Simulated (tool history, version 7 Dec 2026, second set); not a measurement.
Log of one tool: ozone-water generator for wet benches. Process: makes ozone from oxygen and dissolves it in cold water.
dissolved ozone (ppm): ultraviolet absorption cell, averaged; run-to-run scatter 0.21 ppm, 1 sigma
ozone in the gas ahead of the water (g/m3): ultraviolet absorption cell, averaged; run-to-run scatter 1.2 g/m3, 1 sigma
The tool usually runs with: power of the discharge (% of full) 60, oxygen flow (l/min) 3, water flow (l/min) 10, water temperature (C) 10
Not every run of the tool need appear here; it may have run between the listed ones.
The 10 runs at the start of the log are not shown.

run,hour,power of the discharge (% of full),oxygen flow (l/min),water flow (l/min),water temperature (C),dissolved ozone (ppm),ozone in the gas ahead of the water (g/m3)
11,625.7,60,3,8,10,34.3,209.2
12,690.4,60,3,6,10,43.3,207
13,737.4,60,2.99,10,10,28.8,209.4
14,807.6,60,2.99,10,10,28,208.4
15,855.1,60,3,10,9,28.9,210.4
16,913,60,3,10,9,28.9,207.9
17,983.2,60,3,8,11,33.9,208
18,1039.7,60,4.14,6,10,41.2,173.7
19,1116.3,60,3.38,10,9,28.6,193.5
20,1165,65,3.38,10,9,29.8,201.8
21,1245.7,65,3.38,10,9,30.2,200.3
22,1329.3,65,3.38,10,9,29.8,200.5
23,1368,65,3.38,10,9,29.4,201.4
24,1404.6,67,3.38,15,9,20.2,204.6
25,1438.5,60,3,14,10,20.1,206.7
# hour 1473.3: contactor cleaned
26,1477,60,3,14,10,21.2,206.1
27,1525.9,60,3,10,12,28.5,202.6
28,1582.8,93,1.73,10,10,34.9,342.6
29,1664.5,78,1.64,14,10,22.1,328.1
30,1704,60,2.5,10,10,28.8,225.5
31,1765.2,60,3,10,10,29.4,203.7
32,1811.4,60,3,10,10,28.9,203.9

Below are 5 alternative next runs, each starting from the tool's condition after run 32. Predict each:
A,1888.2,60,2.89,11,14,?,?
B,1888.2,60,3,10,18,?,?
C,1888.2,60,3.15,11,5,?,?
D,1888.2,41,3,10,12,?,?
E,1888.2,60,3,7,11,?,?

run,dissolved ozone (ppm),ozone in the gas ahead of the water (g/m3)
A,25.3,208.1
B,25.9,205.8
C,28.6,197.2
D,23.6,170.8
E,37.8,203.2
Without the tool's hidden state the same runs would have given:
run,dissolved ozone (ppm),ozone in the gas ahead of the water (g/m3)
A,26.8,217.9
B,27.4,215.4
C,30.3,206.5
D,24.7,177.1
E,39.9,212.8

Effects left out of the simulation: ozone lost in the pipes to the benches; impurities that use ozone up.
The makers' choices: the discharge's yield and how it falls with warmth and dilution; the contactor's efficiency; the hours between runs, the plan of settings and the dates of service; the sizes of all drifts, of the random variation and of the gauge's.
